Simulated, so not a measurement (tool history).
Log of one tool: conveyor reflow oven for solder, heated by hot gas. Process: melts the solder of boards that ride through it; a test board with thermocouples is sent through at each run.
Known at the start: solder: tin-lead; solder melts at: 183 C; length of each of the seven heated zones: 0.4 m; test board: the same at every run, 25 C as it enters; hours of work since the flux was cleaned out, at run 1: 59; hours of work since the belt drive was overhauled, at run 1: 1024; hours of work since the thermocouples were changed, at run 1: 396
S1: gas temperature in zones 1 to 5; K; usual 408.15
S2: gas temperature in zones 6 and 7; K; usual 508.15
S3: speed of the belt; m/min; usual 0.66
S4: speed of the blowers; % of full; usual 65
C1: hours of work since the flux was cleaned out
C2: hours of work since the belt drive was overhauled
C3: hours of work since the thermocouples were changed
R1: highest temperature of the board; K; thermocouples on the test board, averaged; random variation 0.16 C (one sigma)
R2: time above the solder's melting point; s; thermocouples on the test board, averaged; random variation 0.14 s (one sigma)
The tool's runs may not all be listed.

| run | hour | S1 | S2 | S3 | S4 | C1 | C2 | C3 | R1 | R2 |
|---|---|---|---|---|---|---|---|---|---|---|
| 1 | 0 | 408.15 | 508.15 | 0.66 | 65 | 59 | 1024 | 396 | 492.45 | 56.4 |
| 2 | 48.7 | 408.15 | 508.15 | 0.66 | 65 | 96 | 1061 | 433 | 492.15 | 56 |
|  | 73.9 | belt drive overhauled, speed set with a stopwatch |
| 3 | 75.8 | 417.15 | 508.15 | 0.66 | 65 | 113 | 1 | 451 | 493.05 | 58.5 |
| 4 | 112.3 | 417.15 | 508.15 | 0.66 | 65 | 141 | 29 | 479 | 493.05 | 58.5 |
| 5 | 135.5 | 417.15 | 508.15 | 0.66 | 65 | 159 | 47 | 496 | 493.05 | 58.4 |
| 6 | 181.8 | 408.15 | 508.15 | 0.66 | 65 | 194 | 82 | 532 | 491.55 | 54.2 |
| 7 | 234.6 | 408.15 | 508.15 | 0.66 | 65 | 234 | 122 | 572 | 491.15 | 53.9 |
| 8 | 272.2 | 408.15 | 508.15 | 0.66 | 69 | 263 | 151 | 600 | 492.45 | 55.3 |
| 9 | 327.6 | 408.15 | 508.15 | 0.66 | 65 | 305 | 193 | 642 | 491.15 | 53.8 |
| 10 | 356.6 | 408.15 | 508.15 | 0.66 | 65 | 327 | 215 | 664 | 490.55 | 53.9 |
| 11 | 381 | 408.15 | 508.15 | 0.66 | 65 | 345 | 234 | 683 | 490.75 | 53.9 |
| 12 | 405.5 | 408.15 | 508.15 | 0.66 | 65 | 364 | 252 | 702 | 490.75 | 54 |
| 13 | 430.9 | 408.15 | 508.15 | 0.645 | 65 | 383 | 272 | 721 | 491.85 | 55.7 |
| 14 | 459.1 | 408.15 | 508.15 | 0.645 | 85 | 405 | 293 | 742 | 496.35 | 59.9 |
| 15 | 501.7 | 408.15 | 508.15 | 0.66 | 65 | 437 | 325 | 775 | 490.85 | 53.8 |
| 16 | 524.9 | 414.15 | 498.15 | 0.66 | 65 | 455 | 343 | 793 | 483.35 | 49.9 |
| 17 | 558 | 414.15 | 501.15 | 0.66 | 65 | 480 | 368 | 818 | 485.55 | 51.8 |
|  | 578.5 | flux residue cleaned out of gas plates and filters |
|  | 585.2 | thermocouples of zones 6 and 7 changed |
| 18 | 613.5 | 394.15 | 519.15 | 0.66 | 66 | 25 | 405 | 22 | 498.65 | 55.5 |
| 19 | 639.4 | 421.15 | 512.15 | 0.66 | 65 | 45 | 425 | 41 | 496.95 | 62.8 |
| 20 | 667.1 | 399.15 | 503.15 | 0.691 | 76 | 66 | 446 | 62 | 487.05 | 47 |
| 21 | 707.6 | 398.15 | 508.15 | 0.66 | 58 | 97 | 477 | 93 | 486.65 | 47.5 |
| 22 | 741.1 | 398.15 | 498.15 | 0.66 | 59 | 122 | 502 | 119 | 478.65 | 40.1 |
| 23 | 770.1 | 406.15 | 498.15 | 0.626 | 84 | 144 | 524 | 141 | 487.55 | 56.2 |
| 24 | 800.4 | 406.15 | 522.15 | 0.626 | 84 | 167 | 547 | 164 | 509.85 | 68.8 |
| 25 | 831.8 | 406.15 | 522.15 | 0.626 | 84 | 191 | 571 | 188 | 509.85 | 69 |
| 26 | 870.6 | 420.15 | 506.15 | 0.626 | 84 | 221 | 601 | 217 | 496.45 | 67 |
| 27 | 926.6 | 408.15 | 509.15 | 0.54 | 65 | 263 | 643 | 260 | 497.65 | 73.6 |
| 28 | 961.7 | 408.15 | 509.15 | 0.54 | 65 | 290 | 670 | 287 | 497.75 | 73.5 |
| 29 | 986.9 | 395.15 | 501.15 | 0.54 | 65 | 309 | 689 | 306 | 488.45 | 61.6 |

3 ways to go on from here, each from the tool as it stands after run 29. What would each give?
| A | 1020.4 | 409.15 | 501.15 | 0.54 | 65 | 335 | 715 | 331 | ? | ? |
| B | 1020.4 | 420.15 | 501.15 | 0.559 | 75 | 335 | 715 | 331 | ? | ? |
| C | 1020.4 | 395.15 | 506.15 | 0.54 | 81 | 335 | 715 | 331 | ? | ? |

| run | R1 | R2 |
|---|---|---|
| A | 490.45 | 68.5 |
| B | 492.95 | 72.9 |
| C | 496.45 | 69.8 |
Without the tool's hidden state the same runs would have given:
| run | R1 | R2 |
|---|---|---|
| A | 491.25 | 68.4 |
| B | 493.75 | 72.6 |
| C | 497.55 | 69.8 |

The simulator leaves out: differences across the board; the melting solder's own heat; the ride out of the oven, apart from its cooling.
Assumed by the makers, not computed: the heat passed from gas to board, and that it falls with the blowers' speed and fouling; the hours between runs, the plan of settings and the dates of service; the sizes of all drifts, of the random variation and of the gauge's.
